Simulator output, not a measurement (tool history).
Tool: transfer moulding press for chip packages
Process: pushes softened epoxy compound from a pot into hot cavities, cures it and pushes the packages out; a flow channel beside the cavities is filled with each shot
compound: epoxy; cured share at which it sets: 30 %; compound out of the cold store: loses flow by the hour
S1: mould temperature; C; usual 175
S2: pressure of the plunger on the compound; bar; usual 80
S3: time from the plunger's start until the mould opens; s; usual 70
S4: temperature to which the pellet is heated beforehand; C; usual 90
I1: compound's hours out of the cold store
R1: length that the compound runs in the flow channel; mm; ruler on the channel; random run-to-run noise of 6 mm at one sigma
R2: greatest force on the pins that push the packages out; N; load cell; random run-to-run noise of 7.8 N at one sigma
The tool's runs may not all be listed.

{"run": 1, "hour": 0.0, "S1": 175, "S2": 80, "S3": 70, "S4": 90, "I1": 31.8, "R1": 927, "R2": 443}
{"hour": 17.3, "done": "cavities cleaned with cleaning compound and waxed"}
{"run": 2, "hour": 27.5, "S1": 175, "S2": 80, "S3": 70, "S4": 90, "I1": 22.9, "R1": 960, "R2": 479}
{"hour": 45.8, "done": "cavities cleaned with cleaning compound and waxed"}
{"run": 3, "hour": 70.1, "S1": 175, "S2": 80, "S3": 70, "S4": 90, "I1": 46.3, "R1": 832, "R2": 494}
{"hour": 75.6, "done": "cavities cleaned with cleaning compound and waxed"}
{"run": 4, "hour": 94.7, "S1": 175, "S2": 80, "S3": 70, "S4": 90, "I1": 25.7, "R1": 931, "R2": 514}
{"hour": 106.8, "done": "cavities cleaned with cleaning compound and waxed"}
{"run": 5, "hour": 120.5, "S1": 175, "S2": 80, "S3": 70, "S4": 90, "I1": 19.4, "R1": 962, "R2": 472}
{"hour": 135.5, "done": "cavities cleaned with cleaning compound and waxed"}
{"hour": 141.1, "done": "plunger's sealing rings changed"}
{"run": 6, "hour": 154.3, "S1": 175, "S2": 80, "S3": 70, "S4": 90, "I1": 45.8, "R1": 862, "R2": 456}
{"hour": 166.3, "done": "cavities cleaned with cleaning compound and waxed"}
{"hour": 194.6, "done": "cavities cleaned with cleaning compound and waxed"}
{"run": 7, "hour": 199.0, "S1": 175, "S2": 80, "S3": 70, "S4": 90, "I1": 39.3, "R1": 875, "R2": 382}
{"hour": 225.5, "done": "cavities cleaned with cleaning compound and waxed"}
{"run": 8, "hour": 230.0, "S1": 175, "S2": 80, "S3": 70, "S4": 90, "I1": 27.2, "R1": 940, "R2": 397}
{"hour": 255.2, "done": "cavities cleaned with cleaning compound and waxed"}
{"run": 9, "hour": 255.2, "S1": 175, "S2": 80, "S3": 96, "S4": 90, "I1": 41.4, "R1": 858, "R2": 186}
{"hour": 285.2, "done": "cavities cleaned with cleaning compound and waxed"}
{"run": 10, "hour": 302.7, "S1": 175, "S2": 80, "S3": 96, "S4": 90, "I1": 25.3, "R1": 932, "R2": 274}
{"hour": 314.3, "done": "cavities cleaned with cleaning compound and waxed"}
{"hour": 334.6, "done": "plunger's sealing rings changed"}
{"run": 11, "hour": 334.7, "S1": 171, "S2": 96.2, "S3": 78, "S4": 92, "I1": 12.7, "R1": 1165, "R2": 522}
{"hour": 345.3, "done": "cavities cleaned with cleaning compound and waxed"}
{"run": 12, "hour": 371.0, "S1": 171, "S2": 96.2, "S3": 78, "S4": 92, "I1": 19.3, "R1": 1115, "R2": 538}
{"hour": 374.5, "done": "cavities cleaned with cleaning compound and waxed"}
{"hour": 405.5, "done": "cavities cleaned with cleaning compound and waxed"}
{"run": 13, "hour": 415.7, "S1": 175, "S2": 96.4, "S3": 70, "S4": 82, "I1": 27.9, "R1": 1035, "R2": 469}
{"hour": 434.4, "done": "cavities cleaned with cleaning compound and waxed"}
{"run": 14, "hour": 453.7, "S1": 175, "S2": 96.4, "S3": 70, "S4": 82, "I1": 10.3, "R1": 1132, "R2": 559}
{"hour": 462.9, "done": "cavities cleaned with cleaning compound and waxed"}
{"hour": 490.5, "done": "cavities cleaned with cleaning compound and waxed"}
{"run": 15, "hour": 503.5, "S1": 174, "S2": 78.5, "S3": 70, "S4": 90, "I1": 15.5, "R1": 981, "R2": 519}
{"hour": 519.5, "done": "cavities cleaned with cleaning compound and waxed"}
{"hour": 529.7, "done": "plunger's sealing rings changed"}
{"run": 16, "hour": 532.1, "S1": 174, "S2": 78.5, "S3": 70, "S4": 90, "I1": 36.4, "R1": 908, "R2": 456}
{"hour": 550.8, "done": "cavities cleaned with cleaning compound and waxed"}
{"run": 17, "hour": 566.9, "S1": 174, "S2": 78.5, "S3": 70, "S4": 90, "I1": 31.7, "R1": 931, "R2": 498}
{"hour": 580.2, "done": "cavities cleaned with cleaning compound and waxed"}
{"run": 18, "hour": 589.8, "S1": 174, "S2": 78.5, "S3": 70, "S4": 90, "I1": 32.4, "R1": 919, "R2": 450}
{"hour": 610.1, "done": "cavities cleaned with cleaning compound and waxed"}
{"run": 19, "hour": 632.6, "S1": 174, "S2": 78.5, "S3": 70, "S4": 90, "I1": 20.2, "R1": 973, "R2": 548}
{"hour": 638.3, "done": "cavities cleaned with cleaning compound and waxed"}
{"hour": 666.4, "done": "cavities cleaned with cleaning compound and waxed"}
{"run": 20, "hour": 671.7, "S1": 169, "S2": 78.5, "S3": 70, "S4": 90, "I1": 33.2, "R1": 889, "R2": 563}

Branching from run 20: 4 alternative next runs. What would each branch give?
{"hour": 697.6, "done": "cavities cleaned with cleaning compound and waxed"}
{"run": "A", "hour": 713.5, "S1": 172, "S2": 80, "S3": 70, "S4": 90, "I1": 15, "R1": "?", "R2": "?"}
{"hour": 697.6, "done": "cavities cleaned with cleaning compound and waxed"}
{"run": "B", "hour": 713.5, "S1": 169, "S2": 78.5, "S3": 76, "S4": 90, "I1": 15.5, "R1": "?", "R2": "?"}
{"hour": 697.6, "done": "cavities cleaned with cleaning compound and waxed"}
{"run": "C", "hour": 713.5, "S1": 175, "S2": 80, "S3": 70, "S4": 89, "I1": 39.2, "R1": "?", "R2": "?"}
{"hour": 697.6, "done": "cavities cleaned with cleaning compound and waxed"}
{"run": "D", "hour": 713.5, "S1": 169, "S2": 78.5, "S3": 70, "S4": 96, "I1": 17.7, "R1": "?", "R2": "?"}

run=A R1=990 R2=582
run=B R1=983 R2=583
run=C R1=857 R2=461
run=D R1=952 R2=699
The same runs, with their run-to-run variation unchanged, on a tool lacking any hidden condition would have given:
run=A R1=1061 R2=439
run=B R1=1053 R2=441
run=C R1=918 R2=347
run=D R1=1020 R2=523
